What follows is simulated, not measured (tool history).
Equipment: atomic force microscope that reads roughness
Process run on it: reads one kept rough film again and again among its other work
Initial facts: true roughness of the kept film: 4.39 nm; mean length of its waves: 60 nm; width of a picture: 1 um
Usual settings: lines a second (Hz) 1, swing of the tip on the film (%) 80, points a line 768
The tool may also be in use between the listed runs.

run	hour	lines a second (Hz)	swing of the tip on the film (%)	points a line	roughness of the kept film (nm (root mean square))
1	0.0	1	80	768	3.972
2	46.1	1	80	768	3.938
3	84.7	1	80	768	3.915
4	116.5	1	80	768	3.864
5	139.2	1	80	768	3.851
# hour 143.7: height scale calibrated on a step standard
# hour 169.3: new tip fitted
6	180.7	1	80	768	3.937
7	220.9	1	61	768	4.083
8	255.7	1	73	605	3.953

Run 9 has not been measured yet. What should we expect?
9	292.7	1	73	605	?

Run 9 came out at roughness of the kept film (nm (root mean square)) 3.915.
The same run, on a tool lacking any hidden state, would have yielded roughness of the kept film (nm (root mean square)) 4.067.
